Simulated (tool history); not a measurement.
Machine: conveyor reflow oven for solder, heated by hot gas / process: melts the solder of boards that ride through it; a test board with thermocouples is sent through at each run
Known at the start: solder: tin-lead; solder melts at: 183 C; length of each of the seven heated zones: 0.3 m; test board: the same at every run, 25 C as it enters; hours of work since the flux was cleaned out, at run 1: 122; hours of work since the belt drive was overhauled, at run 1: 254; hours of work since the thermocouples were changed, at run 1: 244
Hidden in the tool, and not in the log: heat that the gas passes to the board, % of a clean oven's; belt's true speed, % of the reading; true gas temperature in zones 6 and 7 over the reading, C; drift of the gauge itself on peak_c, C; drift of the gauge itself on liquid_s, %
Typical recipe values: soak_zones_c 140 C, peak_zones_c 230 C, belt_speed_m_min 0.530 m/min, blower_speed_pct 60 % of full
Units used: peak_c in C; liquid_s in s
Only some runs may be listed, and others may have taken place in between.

| run | hour | soak_zones_c | peak_zones_c | belt_speed_m_min | blower_speed_pct | hours of work since the flux was cleaned out | hours of work since the belt drive was overhauled | hours of work since the thermocouples were changed | peak_c | liquid_s |
|---|---|---|---|---|---|---|---|---|---|---|
| 1 | 0.0 | 140 | 230 | 0.530 | 60 | 122 | 254 | 244 | 212.7 | 47.8 |
| 2 | 28.1 | 140 | 230 | 0.530 | 60 | 138 | 270 | 260 | 212.7 | 47.7 |
| 3 | 59.0 | 140 | 230 | 0.530 | 60 | 155 | 287 | 277 | 212.9 | 48.0 |
| 4 | 91.0 | 140 | 230 | 0.530 | 60 | 173 | 305 | 295 | 212.7 | 48.1 |
| 5 | 123.9 | 140 | 230 | 0.530 | 60 | 191 | 323 | 313 | 212.2 | 48.1 |
| 6 | 147.5 | 140 | 230 | 0.530 | 60 | 204 | 337 | 326 | 213.0 | 47.6 |
| 7 | 185.8 | 140 | 230 | 0.530 | 60 | 226 | 358 | 348 | 213.1 | 47.7 |
| 8 | 213.5 | 140 | 230 | 0.530 | 60 | 241 | 374 | 363 | 213.2 | 48.3 |
| 9 | 241.6 | 140 | 230 | 0.530 | 60 | 257 | 389 | 379 | 212.3 | 47.2 |
| 10 | 265.0 | 140 | 230 | 0.530 | 60 | 270 | 402 | 392 | 212.6 | 47.8 |
| 11 | 298.2 | 140 | 244 | 0.530 | 60 | 289 | 421 | 411 | 224.4 | 55.6 |
| 12 | 322.6 | 140 | 244 | 0.530 | 60 | 302 | 434 | 424 | 224.3 | 55.9 |
| 13 | 345.2 | 140 | 230 | 0.530 | 60 | 315 | 447 | 437 | 212.2 | 48.0 |
| 14 | 374.8 | 140 | 230 | 0.530 | 50 | 331 | 464 | 453 | 209.7 | 45.3 |
| 15 | 398.9 | 140 | 230 | 0.530 | 50 | 345 | 477 | 467 | 210.1 | 45.4 |
|  | 432.9 | flux residue cleaned out of gas plates and filters |
| 16 | 443.1 | 126 | 233 | 0.495 | 50 | 6 | 499 | 489 | 212.0 | 47.1 |
| 17 | 478.7 | 147 | 231 | 0.495 | 57 | 26 | 519 | 509 | 216.5 | 57.1 |
| 18 | 509.4 | 147 | 236 | 0.495 | 87 | 43 | 536 | 526 | 225.1 | 62.9 |
| 19 | 546.7 | 147 | 236 | 0.495 | 87 | 64 | 557 | 547 | 225.1 | 63.8 |
| 20 | 577.3 | 151 | 229 | 0.530 | 56 | 81 | 574 | 564 | 213.5 | 53.1 |
| 21 | 608.6 | 136 | 227 | 0.437 | 80 | 98 | 592 | 581 | 217.9 | 63.7 |
| 22 | 638.2 | 140 | 245 | 0.495 | 52 | 115 | 608 | 598 | 226.2 | 61.3 |
| 23 | 673.1 | 144 | 241 | 0.491 | 72 | 134 | 628 | 617 | 227.8 | 63.9 |
| 24 | 697.2 | 144 | 241 | 0.491 | 72 | 148 | 641 | 631 | 227.6 | 63.7 |
| 25 | 726.2 | 140 | 242 | 0.503 | 60 | 164 | 657 | 647 | 225.1 | 59.5 |
| 26 | 757.3 | 134 | 222 | 0.436 | 60 | 181 | 675 | 664 | 210.3 | 55.0 |
| 27 | 795.2 | 134 | 222 | 0.436 | 60 | 202 | 696 | 685 | 209.6 | 56.1 |
| 28 | 823.9 | 134 | 222 | 0.436 | 60 | 219 | 712 | 701 | 210.5 | 55.3 |
| 29 | 853.5 | 140 | 222 | 0.436 | 84 | 235 | 728 | 718 | 214.1 | 62.5 |
| 30 | 890.8 | 133 | 220 | 0.436 | 84 | 256 | 749 | 739 | 211.5 | 58.6 |

Alternative continuations, all from the tool just after run 30; predict every row:
| A | 930.5 | 140 | 228 | 0.485 | 60 | 278 | 771 | 761 | ? | ? |
| B | 930.5 | 144 | 221 | 0.627 | 60 | 278 | 771 | 761 | ? | ? |
| C | 930.5 | 126 | 230 | 0.530 | 62 | 278 | 771 | 761 | ? | ? |
| D | 930.5 | 128 | 230 | 0.530 | 60 | 278 | 771 | 761 | ? | ? |
| E | 930.5 | 149 | 220 | 0.480 | 84 | 278 | 771 | 761 | ? | ? |

| run | peak_c | liquid_s |
|---|---|---|
| A | 213.4 | 53.9 |
| B | 201.0 | 29.9 |
| C | 209.9 | 42.0 |
| D | 209.8 | 42.1 |
| E | 211.1 | 57.9 |
Had the tool no hidden state, the same runs would have come out as:
| run | peak_c | liquid_s |
|---|---|---|
| A | 213.5 | 54.0 |
| B | 201.1 | 30.0 |
| C | 210.0 | 42.1 |
| D | 209.9 | 42.2 |
| E | 211.1 | 57.9 |
